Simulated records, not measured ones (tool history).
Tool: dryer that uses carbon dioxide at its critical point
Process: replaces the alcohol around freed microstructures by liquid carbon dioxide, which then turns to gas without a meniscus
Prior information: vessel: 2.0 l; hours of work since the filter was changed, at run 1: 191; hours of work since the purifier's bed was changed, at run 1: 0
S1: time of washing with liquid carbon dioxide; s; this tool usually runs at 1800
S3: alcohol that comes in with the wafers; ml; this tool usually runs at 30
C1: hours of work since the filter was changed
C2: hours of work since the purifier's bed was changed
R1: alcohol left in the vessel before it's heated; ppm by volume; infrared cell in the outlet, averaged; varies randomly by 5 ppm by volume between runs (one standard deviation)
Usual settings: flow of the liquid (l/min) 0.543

Run 1, hour 0: usual settings; C1 191; C2 0. Result: R1 29 ppm by volume.
Run 2, hour 40: usual settings but S1 1140 s; C1 215; C2 25. Result: R1 254 ppm by volume.
Run 3, hour 72.7: usual settings but S1 1140 s; C1 235; C2 45. Result: R1 265 ppm by volume.
Run 4, hour 106.5: usual settings but S1 1140 s; C1 256; C2 66. Result: R1 287 ppm by volume.
Run 5, hour 138.4: usual settings but S3 38 ml; C1 276; C2 85. Result: R1 64 ppm by volume.
At hour 176.6: inlet filter changed.
Run 6, hour 183.8: usual settings but S3 38 ml; C1 4; C2 113. Result: R1 48 ppm by volume.
Run 7, hour 217.9: usual settings but S3 38 ml; C1 26; C2 134. Result: R1 52 ppm by volume.
Run 8, hour 260.6: usual settings; C1 52; C2 160. Result: R1 57 ppm by volume.
Run 9, hour 286.4: usual settings but flow of the liquid (l/min) 0.768; C1 68; C2 176. Result: R1 50 ppm by volume.
Run 10, hour 315.8: usual settings but flow of the liquid (l/min) 0.768; C1 86; C2 194. Result: R1 56 ppm by volume.
Run 11, hour 350.7: usual settings but flow of the liquid (l/min) 0.768; C1 107; C2 216. Result: R1 49 ppm by volume.
Run 12, hour 390: usual settings but flow of the liquid (l/min) 0.664; C1 132; C2 240. Result: R1 66 ppm by volume.
Run 13, hour 435.3: usual settings but flow of the liquid (l/min) 0.664; C1 160; C2 268. Result: R1 81 ppm by volume.
Run 14, hour 460.8: usual settings but flow of the liquid (l/min) 0.664; C1 175; C2 284. Result: R1 88 ppm by volume.
Run 15, hour 503.4: usual settings but flow of the liquid (l/min) 0.583; C1 202; C2 310. Result: R1 90 ppm by volume.
Run 16, hour 545.3: usual settings but flow of the liquid (l/min) 0.583; C1 228; C2 336. Result: R1 111 ppm by volume.
Run 17, hour 596.8: usual settings but flow of the liquid (l/min) 0.583; C1 259; C2 368. Result: R1 116 ppm by volume.
Run 18, hour 643.2: usual settings but flow of the liquid (l/min) 0.583; C1 288; C2 396. Result: R1 126 ppm by volume.
At hour 661.2: inlet filter changed.
Run 19, hour 674.6: usual settings but flow of the liquid (l/min) 0.583; C1 8; C2 415. Result: R1 126 ppm by volume.
Run 20, hour 714: usual settings but flow of the liquid (l/min) 0.583; C1 33; C2 440. Result: R1 115 ppm by volume.
Run 21, hour 739.2: usual settings but flow of the liquid (l/min) 0.707; C1 48; C2 455. Result: R1 126 ppm by volume.
Run 22, hour 763.5: usual settings but flow of the liquid (l/min) 0.707; C1 63; C2 470. Result: R1 119 ppm by volume.
Run 23, hour 787.8: usual settings but flow of the liquid (l/min) 0.707; C1 78; C2 485. Result: R1 125 ppm by volume.
Run 24, hour 825: usual settings but flow of the liquid (l/min) 0.707; C1 101; C2 508. Result: R1 142 ppm by volume.
Run 25, hour 846.7: usual settings but flow of the liquid (l/min) 0.621; C1 114; C2 521. Result: R1 138 ppm by volume.
At hour 872.9: purifier's bed changed.
Run 26, hour 885.6: usual settings but S1 1440 s, flow of the liquid (l/min) 0.908, S3 32 ml; C1 137; C2 8. Result: R1 10 ppm by volume.
Run 27, hour 938.9: usual settings but flow of the liquid (l/min) 0.717; C1 170; C2 41. Result: R1 26 ppm by volume.
Run 28, hour 977.1: usual settings but flow of the liquid (l/min) 0.771; C1 193; C2 64. Result: R1 33 ppm by volume.
Run 29, hour 1013: usual settings but flow of the liquid (l/min) 0.339, S3 75 ml; C1 215; C2 86. Result: R1 752 ppm by volume.
Run 30, hour 1036.7: usual settings but flow of the liquid (l/min) 0.339, S3 75 ml; C1 230; C2 101. Result: R1 762 ppm by volume.
Run 31, hour 1077.6: usual settings but flow of the liquid (l/min) 0.365, S3 22 ml; C1 255; C2 126. Result: R1 201 ppm by volume.
Run 32, hour 1100.3: usual settings but flow of the liquid (l/min) 0.365, S3 22 ml; C1 269; C2 140. Result: R1 209 ppm by volume.
Run 33, hour 1123.7: usual settings but S1 2040 s, flow of the liquid (l/min) 0.502, S3 86 ml; C1 284; C2 155. Result: R1 106 ppm by volume.
At hour 1148.5: inlet filter changed.
Run 34, hour 1176.5: usual settings but S1 1200 s, flow of the liquid (l/min) 0.458, S3 86 ml; C1 17; C2 187. Result: R1 819 ppm by volume.
Run 35, hour 1214.2: usual settings but S1 1320 s, flow of the liquid (l/min) 0.55, S3 39 ml; C1 41; C2 210. Result: R1 147 ppm by volume.
Run 36, hour 1262.4: usual settings but S1 2280 s, flow of the liquid (l/min) 0.906, S3 86 ml; C1 70; C2 240. Result: R1 71 ppm by volume.
Run 37, hour 1313.6: usual settings but S1 1140 s, flow of the liquid (l/min) 0.906, S3 36 ml; C1 102; C2 271. Result: R1 79 ppm by volume.
Run 38, hour 1359.8: usual settings but S1 1500 s, flow of the liquid (l/min) 0.418, S3 47 ml; C1 130; C2 300. Result: R1 386 ppm by volume.
Run 39, hour 1397.6: usual settings but S1 1500 s, flow of the liquid (l/min) 0.418, S3 47 ml; C1 154; C2 323. Result: R1 406 ppm by volume.

The next listed run, before its measurement:
Run 40, hour 1450.1: usual settings but S1 1500 s, flow of the liquid (l/min) 0.418, S3 47 ml; C1 186; C2 356. Result: R1 ?.

R1: 450 ppm by volume
Minus the tool's unlogged condition, the same run would have read R1 231 ppm by volume.
